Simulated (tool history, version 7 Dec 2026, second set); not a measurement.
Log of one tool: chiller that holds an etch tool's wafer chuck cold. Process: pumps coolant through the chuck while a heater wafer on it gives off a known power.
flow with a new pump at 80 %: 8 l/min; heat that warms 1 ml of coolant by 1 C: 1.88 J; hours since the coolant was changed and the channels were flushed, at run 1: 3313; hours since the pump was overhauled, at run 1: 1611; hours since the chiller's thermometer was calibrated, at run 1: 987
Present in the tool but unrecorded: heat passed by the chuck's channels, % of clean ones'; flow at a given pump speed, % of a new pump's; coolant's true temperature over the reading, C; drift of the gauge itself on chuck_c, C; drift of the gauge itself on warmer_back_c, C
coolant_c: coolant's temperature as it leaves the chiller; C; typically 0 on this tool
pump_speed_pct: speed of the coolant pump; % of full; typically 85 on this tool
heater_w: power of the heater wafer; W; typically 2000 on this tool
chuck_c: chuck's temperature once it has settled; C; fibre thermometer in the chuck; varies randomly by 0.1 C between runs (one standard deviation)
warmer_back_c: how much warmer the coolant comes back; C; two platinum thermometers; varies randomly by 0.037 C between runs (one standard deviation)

| run | hour | coolant_c | pump_speed_pct | heater_w | hours since the coolant was changed and the channels were flushed | hours since the pump was overhauled | hours since the chiller's thermometer was calibrated | chuck_c | warmer_back_c |
|---|---|---|---|---|---|---|---|---|---|
| 1 | 0.0 | 0 | 85 | 2000 | 3313 | 1611 | 987 | 17.0 | 7.79 |
| 2 | 48.3 | 0 | 85 | 2000 | 3362 | 1660 | 1035 | 17.2 | 7.85 |
| 3 | 98.4 | 0 | 85 | 2000 | 3412 | 1710 | 1085 | 17.1 | 7.83 |
| 4 | 154.7 | 0 | 85 | 2000 | 3468 | 1766 | 1141 | 17.4 | 7.89 |
| 5 | 202.9 | 0 | 85 | 1087 | 3516 | 1814 | 1189 | 9.2 | 4.27 |
| 6 | 273.0 | 0 | 85 | 2452 | 3586 | 1884 | 1260 | 21.2 | 9.71 |
| 7 | 308.4 | 0 | 85 | 2452 | 3622 | 1920 | 1295 | 21.3 | 9.70 |
| 8 | 377.5 | 0 | 85 | 2452 | 3691 | 1989 | 1364 | 21.5 | 9.70 |
| 9 | 411.0 | 6 | 85 | 1668 | 3724 | 2022 | 1398 | 20.4 | 6.58 |
| 10 | 463.4 | 6 | 85 | 1668 | 3777 | 2075 | 1450 | 20.4 | 6.60 |
| 11 | 499.3 | 0 | 85 | 1238 | 3813 | 2111 | 1486 | 10.8 | 4.95 |
| 12 | 563.7 | 0 | 85 | 1238 | 3877 | 2175 | 1550 | 10.6 | 4.93 |
| 13 | 594.3 | 0 | 64 | 1502 | 3908 | 2206 | 1581 | 16.7 | 8.05 |
| 14 | 641.2 | -8 | 83 | 1828 | 3955 | 2252 | 1628 | 8.3 | 7.49 |

Measured result minus the same run's result without the hidden state. Both carry the same run-to-run variation, though not necessarily the same gauge scatter:
| run | chuck_c | warmer_back_c |
|---|---|---|
| 1 | +1.5 | +0.37 |
| 2 | +1.6 | +0.37 |
| 3 | +1.6 | +0.38 |
| 4 | +1.7 | +0.39 |
| 5 | +0.9 | +0.22 |
| 6 | +2.2 | +0.52 |
| 7 | +2.2 | +0.53 |
| 8 | +2.3 | +0.54 |
| 9 | +1.6 | +0.37 |
| 10 | +1.5 | +0.38 |
| 11 | +1.1 | +0.30 |
| 12 | +1.1 | +0.31 |
| 13 | +1.8 | +0.50 |
| 14 | +1.8 | +0.47 |
